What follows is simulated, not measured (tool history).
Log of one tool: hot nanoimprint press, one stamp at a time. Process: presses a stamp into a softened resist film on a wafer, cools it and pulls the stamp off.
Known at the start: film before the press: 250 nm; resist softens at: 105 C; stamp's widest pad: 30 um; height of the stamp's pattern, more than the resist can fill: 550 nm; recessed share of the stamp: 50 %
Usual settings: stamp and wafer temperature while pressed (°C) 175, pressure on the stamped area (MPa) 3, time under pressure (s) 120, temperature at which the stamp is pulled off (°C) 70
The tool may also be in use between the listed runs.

run   hour  stamp and wafer temperature while pressed (°C)  pressure on the stamped area (MPa)  time under pressure (s)  temperature at which the stamp is pulled off (°C)  resist left under the stamp's widest pad (Å)  greatest force while the stamp is pulled off (N)
  1      0                                             175                                   3                      120                                                 70                                          1364                                               180
  2   11.2                                             166                                   3                      120                                                 70                                          1854                                               178
  3   23.4                                             166                                   3                      120                                                 70                                          1839                                               176
  4   34.2                                             178                                   3                      120                                                 70                                          1236                                               182
  5   42.8                                             175                                   3                      120                                                 70                                          1374                                               176
  6   58.3                                             175                                   3                      120                                                 70                                          1366                                               181
  7   69.6                                             175                                   3                      120                                                 70                                          1368                                               171
  8   79.1                                             175                                1.92                      120                                                 70                                          1695                                               173
  9   88.4                                             175                                   3                      131                                                 69                                          1339                                               183
     100.8  -- plate thermocouple calibrated
 10  108.5                                             178                                4.09                      152                                                 69                                           955                                               176
 11  125.3                                             178                                4.09                      152                                                 69                                           956                                               182
 12    139                                             173                                   3                      101                                                 71                                          1563                                               177
 13  147.1                                             180                                3.45                      120                                                 70                                          1063                                               182
 14  155.5                                             180                                3.45                      120                                                 70                                          1053                                               172
 15  172.5                                             170                                   3                      120                                                 69                                          1652                                               180
 16  181.8                                             166                                   3                       88                                                 69                                          1983                                               182

Forecast each of these 5 alternatives for the next run:
  A   193                                             175                                   3                      115                                                 60                                             ?                                                 ?
  B   193                                             175                                 3.4                      120                                                 69                                             ?                                                 ?
  C   193                                             175                                   3                      120                                                 62                                             ?                                                 ?
  D   193                                             175                                2.12                       71                                                 70                                             ?                                                 ?
  E   193                                             166                                 4.7                      208                                                 76                                             ?                                                 ?

run  resist left under the stamp's widest pad (Å)  greatest force while the stamp is pulled off (N)
  A                                          1393                                               191
  B                                          1301                                               181
  C                                          1368                                               185
  D                                          1843                                               174
  E                                          1325                                               169
Without the tool's hidden state the same runs would have given:
run  resist left under the stamp's widest pad (Å)  greatest force while the stamp is pulled off (N)
  A                                          1380                                               190
  B                                          1289                                               180
  C                                          1356                                               185
  D                                          1826                                               174
  E                                          1313                                               168

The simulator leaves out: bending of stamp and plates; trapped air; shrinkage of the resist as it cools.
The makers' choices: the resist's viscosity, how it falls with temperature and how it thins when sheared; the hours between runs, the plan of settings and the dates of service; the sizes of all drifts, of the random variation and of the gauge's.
